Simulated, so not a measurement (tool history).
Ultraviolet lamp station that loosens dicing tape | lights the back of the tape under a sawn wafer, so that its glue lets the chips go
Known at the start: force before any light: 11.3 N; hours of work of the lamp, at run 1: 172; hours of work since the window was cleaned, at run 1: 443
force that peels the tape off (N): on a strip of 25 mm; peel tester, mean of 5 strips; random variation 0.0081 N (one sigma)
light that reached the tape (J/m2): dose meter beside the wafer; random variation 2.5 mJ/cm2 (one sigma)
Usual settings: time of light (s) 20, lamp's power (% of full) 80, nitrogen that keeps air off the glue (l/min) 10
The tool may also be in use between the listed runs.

run   hour  time of light (s)  lamp's power (% of full)  nitrogen that keeps air off the glue (l/min)  hours of work of the lamp  hours of work since the window was cleaned  force that peels the tape off (N)  light that reached the tape (J/m2)
  1    0.0                 20                        80                                            10                        172                                         443                              0.319                                3060
  2   16.7                 20                        94                                            10                        179                                         450                              0.254                                3630
  3   33.6                 20                        83                                            10                        186                                         457                              0.301                                3130
  4   45.5                 20                        83                                            10                        190                                         462                              0.308                                3170
  5   60.3                 20                        83                                            10                        197                                         468                              0.300                                3200
  6   69.2                 20                        83                                            10                        200                                         472                              0.302                                3160
  7   87.9                 20                        80                                            17                        208                                         479                              0.271                                3050
  8  102.3                 20                        80                                            17                        214                                         485                              0.264                                3080
  9  116.7                 20                        80                                            10                        220                                         491                              0.310                                3020
 10  131.1                 20                        80                                            10                        225                                         497                              0.329                                2990
 11  140.6                 22                        70                                             5                        229                                         501                              0.501                                2980
 12  153.8                 22                        70                                             5                        235                                         506                              0.493                                2950
 13  167.7                 20                        73                                             4                        240                                         512                              0.627                                2790
     182.3  -- window cleaned of glue's vapour
 14  186.1                 20                        91                                             4                        248                                           2                              0.392                                3440
 15  199.7                 33                        72                                             7                        253                                           7                              0.229                                4530
 16  208.2                 16                        68                                            12                        257                                          11                              0.657                                2080
 17  226.6                 16                        65                                            12                        264                                          18                              0.746                                2050
 18  247.4                 26                        81                                            10                        273                                          27                              0.233                                3950
 19  261.3                 14                        98                                            10                        278                                          32                              0.444                                2620

3 ways to go on from here, each from the tool as it stands after run 19. What would each give?
  A  272.7                 14                        75                                            19                        283                                          37                                  ?                                   ?
  B  272.7                 14                        94                                             7                        283                                          37                                  ?                                   ?
  C  272.7                 13                        98                                            10                        283                                          37                                  ?                                   ?

run  force that peels the tape off (N)  light that reached the tape (J/m2)
  A                              0.588                                2010
  B                              0.570                                2480
  C                              0.511                                2430
Without the tool's hidden state the same runs would have given:
run  force that peels the tape off (N)  light that reached the tape (J/m2)
  A                              0.588                                2010
  B                              0.569                                2480
  C                              0.510                                2430
